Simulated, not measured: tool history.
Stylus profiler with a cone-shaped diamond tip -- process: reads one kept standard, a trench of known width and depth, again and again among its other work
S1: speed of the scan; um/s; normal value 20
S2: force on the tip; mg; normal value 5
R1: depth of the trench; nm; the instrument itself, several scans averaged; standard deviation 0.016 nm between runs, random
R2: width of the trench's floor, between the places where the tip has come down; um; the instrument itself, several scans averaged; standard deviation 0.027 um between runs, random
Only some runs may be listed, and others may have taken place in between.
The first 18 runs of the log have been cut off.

run	hour	S1	S2	R1	R2
19	273.6	6	5	203.88	47.85
20	287.8	63	3.68	203.12	47.56
21	307.6	9	7	204.91	47.87
22	324.8	49	11.75	207.1	47.73
23	337.4	12	2.61	202.4	47.83
# hour 338.9: height scale calibrated on a step standard
24	360	13	4.01	203.23	47.87
25	375	5	5	203.79	47.79
26	392.2	34	3.69	203.04	47.67
27	402.9	18	2.85	202.48	47.79
28	424.1	67	3.88	203.13	47.58
29	436.1	10	12.47	207.24	47.84
30	450.7	10	12.47	207.28	47.84
31	467.3	66	5.9	204.22	47.61
# hour 472.3: height scale calibrated on a step standard, once more
32	478.9	45	6.87	205.11	47.67
33	495.1	41	9.04	206.17	47.69
34	508.4	6	9.04	206.13	47.81
35	525.3	12	2.09	202.29	47.75
36	538.2	50	4.17	203.65	47.61
37	554.1	20	4.17	203.64	47.72
38	569	52	10.07	206.57	47.71

Here are 5 independent what-if runs from the current tool condition. What would each one return?
A	580.5	23	3.56	?	?
B	580.5	52	14.66	?	?
C	580.5	30	9.08	?	?
D	580.5	16	14.38	?	?
E	580.5	47	14.53	?	?

run	R1	R2
A	203.27	47.78
B	208.49	47.68
C	206.12	47.72
D	208.35	47.78
E	208.42	47.72
With the hidden condition removed and each run's random variation left untouched, the same runs would have given:
run	R1	R2
A	203.33	47.99
B	208.54	47.89
C	206.18	47.94
D	208.4	47.99
E	208.48	47.93
